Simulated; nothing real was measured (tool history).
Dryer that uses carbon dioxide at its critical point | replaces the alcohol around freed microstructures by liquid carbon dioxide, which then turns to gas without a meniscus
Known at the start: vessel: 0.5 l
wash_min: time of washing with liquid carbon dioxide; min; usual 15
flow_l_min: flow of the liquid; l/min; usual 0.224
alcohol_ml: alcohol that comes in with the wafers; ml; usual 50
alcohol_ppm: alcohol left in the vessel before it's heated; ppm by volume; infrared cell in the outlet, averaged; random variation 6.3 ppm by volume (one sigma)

run    hour  wash_min  flow_l_min  alcohol_ml  alcohol_ppm
  1       0        15       0.224          50          427
  2      29        15       0.224          50          466
  3    56.2        15       0.224          70          639
  4    78.5        15       0.224          50          477
  5     107        15       0.224          50          517
  6   131.3        15       0.224          50          524
  7   153.1        15       0.224         112         1115
  8   173.9        15       0.224         112         1127
  9   199.5        15       0.187          50         1252
      210.3  -- inlet filter changed
 10     223        15       0.224          42          297
 11   255.1        15       0.224          50          362
 12   273.3        15       0.224          50          362
 13   299.7        14       0.224          50          531
 14   317.7        14       0.224          50          541
 15   342.5        14       0.224          50          539
 16   375.3        14       0.224          50          575
 17     408        14       0.224          50          604
 18   439.8        14       0.224          50          632
 19   476.3        14       0.224          50          686
 20   492.6        14       0.224          50          687
 21   512.6        14       0.189          50         1437
 22   547.5        14       0.189          50         1472
 23   563.5        15       0.224          61          657
 24   601.5         9       0.224          99         8036
      628.1  -- inlet filter changed
 25     630        15        0.19          50          750
      649.9  -- purifier's bed changed
 26   668.2        15        0.15          50         1909
 27   692.9        15        0.15          44         1753
 28   709.3        15        0.15          44         1762
 29   742.6        15        0.15          44         1865
 30     771        14       0.232          44          376
 31   806.4        14       0.232          44          392
 32   843.9        14       0.232          44          427
 33   879.8        14       0.234          47          455
 34   896.3        10       0.285          82         1574
 35   931.1        18       0.285          63           51
 36     951        18       0.182          84          899
 37   984.2        16       0.272         113          240
 38  1000.8        17       0.194         113         1278
 39  1020.5        11        0.33          49          362
 40  1039.4        21        0.33          67           29
     1050.7  -- inlet filter changed
 41  1058.3        21        0.33          67           28
 42  1080.4        15       0.325          50           53
 43  1109.6        19       0.224          84          120
 44  1145.1        10       0.287          50          745
 45  1175.6        10       0.287          50          775
 46  1203.2        23       0.156          58          289

Forecast each of these 4 alternatives for the next run:
  A  1218.7        15       0.224          36            ?
  B  1218.7        15       0.242          50            ?
  C  1218.7        15       0.224          85            ?
  D  1218.7        21       0.253          50            ?

run  alcohol_ppm
  A          274
  B          259
  C          606
  D           49
Without the tool's hidden state the same runs would have given:
run  alcohol_ppm
  A          184
  B          170
  C          433
  D           17
